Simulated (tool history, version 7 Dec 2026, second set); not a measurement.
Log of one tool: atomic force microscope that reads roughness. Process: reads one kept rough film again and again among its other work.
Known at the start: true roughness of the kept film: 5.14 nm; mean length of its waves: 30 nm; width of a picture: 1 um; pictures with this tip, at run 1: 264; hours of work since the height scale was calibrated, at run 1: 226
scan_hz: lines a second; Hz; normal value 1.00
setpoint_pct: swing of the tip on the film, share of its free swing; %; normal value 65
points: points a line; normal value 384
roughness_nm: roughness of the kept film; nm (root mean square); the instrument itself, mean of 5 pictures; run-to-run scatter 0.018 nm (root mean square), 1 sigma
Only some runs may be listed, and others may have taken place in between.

run    hour  scan_hz  setpoint_pct  points  pictures with this tip  hours of work since the height scale was calibrated  roughness_nm
  1     0.0     1.00            65     384                     264                                                  226         3.082
       26.2  -- new tip fitted
  2    41.5     1.00            65     384                      15                                                  243         4.223
  3    61.7     1.00            65     384                      36                                                  251         4.103
  4    98.4     1.00            65     384                      74                                                  266         3.848
  5   124.1     1.00            65     384                     100                                                  276         3.695
  6   150.9     1.00            65     384                     127                                                  287         3.586
  7   186.3     1.00            65     384                     163                                                  301         3.452
  8   210.0     1.00            65     384                     188                                                  311         3.330
  9   236.3     1.00            65     384                     215                                                  321         3.223
 10   253.3     1.00            65     384                     232                                                  328         3.179
 11   281.9     1.00            65     384                     261                                                  340         3.086
      310.5  -- new tip fitted
 12   315.4     1.00            65     384                       5                                                  353         4.287
 13   348.2     1.00            65     384                      39                                                  366         4.093
 14   372.4     1.00            65     384                      63                                                  376         3.921
 15   401.5     3.38            65     384                      93                                                  388         3.633
 16   431.9     3.38            65     384                     124                                                  400         3.485
 17   462.7     3.38            65     384                     156                                                  413         3.350
 18   488.7     1.00            65     384                     182                                                  423         3.370
 19   524.0     0.99            65     384                     218                                                  437         3.214
 20   553.1     0.99            65     384                     248                                                  449         3.096
 21   572.6     1.00            65     384                     268                                                  457         3.052
      594.3  -- new tip fitted
 22   612.8     1.00            65     384                      19                                                  473         4.193
 23   638.4     1.00            65     384                      45                                                  484         4.055
 24   664.3     1.00            65     384                      71                                                  494         3.922
 25   681.3     1.00            65     384                      89                                                  501         3.814
 26   720.8     1.00            65     384                     129                                                  517         3.605
 27   755.7     1.13            65     689                     165                                                  531         3.477
 28   794.0     1.13            65     689                     204                                                  546         3.309
 29   834.9     1.00            65     869                     246                                                  563         3.163
 30   853.2     0.58            89     854                     265                                                  570         3.052
      879.1  -- new tip fitted
 31   882.9     0.58            89     854                       3                                                  582         4.253
 32   913.1     0.64            64     747                      34                                                  594         4.182
 33   939.6     0.64            64     747                      61                                                  605         4.022
 34   963.6     2.71            74     384                      86                                                  615         3.616
 35   998.8     1.00            84     294                     122                                                  629         3.514
 36  1027.3     1.00            84     294                     151                                                  640         3.397
 37  1056.9     2.67            78     384                     181                                                  652         3.148
 38  1096.1     1.00            68     410                     222                                                  668         3.191
 39  1119.8     0.55            72     384                     246                                                  678         3.144
 40  1161.0     1.11            65     943                     288                                                  694         3.010
     1165.1  -- new tip fitted
 41  1192.1     1.11            60     755                      27                                                  707         4.222
 42  1221.4     1.11            72     746                      57                                                  719         3.975
 43  1253.2     1.11            72     746                      90                                                  731         3.822
 44  1281.3     1.11            57     746                     118                                                  743         3.749
 45  1303.0     1.39            56     573                     141                                                  752         3.603
 46  1334.0     1.39            56     573                     172                                                  764         3.485

What if the next run were any one of these 3? Each begins from the tool's condition after run 46:
  A  1353.6     1.00            63     384                     192                                                  772             ?
  B  1353.6     0.84            74     372                     192                                                  772             ?
  C  1353.6     0.52            67     292                     192                                                  772             ?

run  roughness_nm
  A         3.356
  B         3.351
  C         3.364
Take away the tool's hidden state, keep each run's random variation, and the runs would have read:
run  roughness_nm
  A         4.323
  B         4.315
  C         4.331
